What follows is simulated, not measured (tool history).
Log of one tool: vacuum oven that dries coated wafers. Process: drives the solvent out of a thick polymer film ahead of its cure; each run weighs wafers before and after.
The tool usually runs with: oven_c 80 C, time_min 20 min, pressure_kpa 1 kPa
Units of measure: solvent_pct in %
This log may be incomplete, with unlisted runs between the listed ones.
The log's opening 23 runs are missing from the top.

run     day  oven_c  time_min  pressure_kpa  hours of work since the thermocouples were calibrated  hours of work since the vacuum gauge was cleaned of residue  solvent_pct
 24  15.108      80        20          2.65                                                    248                                                          549         6.23
 25  15.554      85        20          2.65                                                    255                                                          555         4.88
 26  16.033      85        20          2.65                                                    262                                                          562            5
 27  16.475      74        18          1.11                                                    268                                                          569         5.61
 28  16.921      74        18          1.11                                                    275                                                          575         5.38
 29  17.325      75        20             1                                                    281                                                          581         4.45
 30  17.704      72        20             1                                                    286                                                          587         5.31
 31  18.471      72        20             1                                                    298                                                          598         5.47
 32  19.217      72        24             1                                                    308                                                          609         4.59
 33  19.592      72        24             1                                                    314                                                          614         4.63
 34   20.35      72        24             1                                                    325                                                          625         4.59
 35  20.771      81        17          3.23                                                    331                                                          632         7.45
 36  21.433      80        18          0.85                                                    341                                                          641         3.33
 37  21.883      80        18          0.85                                                    348                                                          648         3.39
 38  22.292      92        13           3.6                                                    354                                                          654         5.41
 39  22.683      92        10          1.53                                                    359                                                          660          3.8
 40  23.354      69        11          1.81                                                    369                                                          670        11.06
 41  24.158      86        14             1                                                    381                                                          681         3.18
 42    24.8      67        20          3.68                                                    390                                                          691        14.28
 43  25.554      67        20          3.68                                                    401                                                          702         14.4
 44  26.012      67        20          3.68                                                    408                                                          709        14.45
 45  26.675      81        18          2.84                                                    418                                                          718         6.69
 46  27.346      85        18          2.84                                                    428                                                          728         5.54
 47  28.146      85        18          2.84                                                    439                                                          740         5.56

Branching from run 47: 4 alternative next runs. What would each branch give?
  A  28.65      78        15          2.84                                                    447                                                          747            ?
  B  28.65      89        23          0.67                                                    447                                                          747            ?
  C  28.65      95        20             1                                                    447                                                          747            ?
  D  28.65      82        18          1.37                                                    447                                                          747            ?

run  solvent_pct
  A         8.37
  B         1.17
  C         1.22
  D         3.89
Had the tool no hidden state, the same runs would have come out as:
run  solvent_pct
  A         8.37
  B         1.17
  C         1.22
  D         3.88
